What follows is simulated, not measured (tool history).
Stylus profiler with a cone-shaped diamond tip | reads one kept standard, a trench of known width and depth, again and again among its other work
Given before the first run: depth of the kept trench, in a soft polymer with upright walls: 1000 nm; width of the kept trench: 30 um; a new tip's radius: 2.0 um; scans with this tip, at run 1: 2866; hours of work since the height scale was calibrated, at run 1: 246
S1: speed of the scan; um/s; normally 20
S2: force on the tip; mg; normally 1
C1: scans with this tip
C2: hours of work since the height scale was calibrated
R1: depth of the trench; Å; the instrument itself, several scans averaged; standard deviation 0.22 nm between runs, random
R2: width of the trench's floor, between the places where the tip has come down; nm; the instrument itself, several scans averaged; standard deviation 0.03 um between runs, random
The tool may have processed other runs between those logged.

run 1 hour=0 | S1=20 S2=1 | C1=2866 C2=246 | R1=10054.5 R2=26420
run 2 hour=44.2 | S1=20 S2=2.67 | C1=3129 C2=269 | R1=10105.8 R2=26440
run 3 hour=70.8 | S1=20 S2=0.57 | C1=3288 C2=282 | R1=10039.2 R2=26380
run 4 hour=93.2 | S1=20 S2=0.63 | C1=3421 C2=294 | R1=10037.9 R2=26380
run 5 hour=137.9 | S1=20 S2=0.63 | C1=3688 C2=317 | R1=10038.7 R2=26370
run 6 hour=171.6 | S1=42 S2=1 | C1=3888 C2=334 | R1=10055.1 R2=26280
run 7 hour=196.4 | S1=42 S2=1 | C1=4036 C2=346 | R1=10055.6 R2=26240
run 8 hour=242.8 | S1=42 S2=1 | C1=4312 C2=370 | R1=10053.5 R2=26250
run 9 hour=284.8 | S1=42 S2=1 | C1=4562 C2=392 | R1=10057.7 R2=26230
run 10 hour=331.7 | S1=20 S2=1 | C1=4842 C2=416 | R1=10057.3 R2=26350
run 11 hour=378.6 | S1=20 S2=1 | C1=5121 C2=440 | R1=10049.8 R2=26360
run 12 hour=398.3 | S1=20 S2=1 | C1=5238 C2=450 | R1=10055.8 R2=26400
run 13 hour=433.9 | S1=22 S2=1 | C1=5450 C2=468 | R1=10056.1 R2=26330
run 14 hour=458.7 | S1=22 S2=1 | C1=5598 C2=480 | R1=10054.4 R2=26420
run 15 hour=503.8 | S1=20 S2=1 | C1=5866 C2=503 | R1=10053.7 R2=26410
run 16 hour=536.5 | S1=20 S2=1 | C1=6061 C2=520 | R1=10055.2 R2=26330
run 17 hour=575.3 | S1=20 S2=1 | C1=6293 C2=540 | R1=10056.7 R2=26360
run 18 hour=610.5 | S1=20 S2=1 | C1=6502 C2=558 | R1=10058.7 R2=26380
run 19 hour=634.3 | S1=20 S2=1 | C1=6643 C2=570 | R1=10056.1 R2=26370
run 20 hour=653.5 | S1=20 S2=1 | C1=6758 C2=580 | R1=10058.3 R2=26340
run 21 hour=677.8 | S1=20 S2=1 | C1=6903 C2=592 | R1=10054 R2=26380
run 22 hour=724.1 | S1=20 S2=1 | C1=7178 C2=616 | R1=10057.1 R2=26360

Run 23 is up next; what results do you expect?
run 23 hour=770.2 | S1=20 S2=1 | C1=7453 C2=640 | R1=? R2=?

{"run 23": {"R1": 10057.4, "R2": 26350}}
On a tool with no hidden condition, and with the same random variation, this run would have come out at R1 10057 Å, R2 26360 nm.
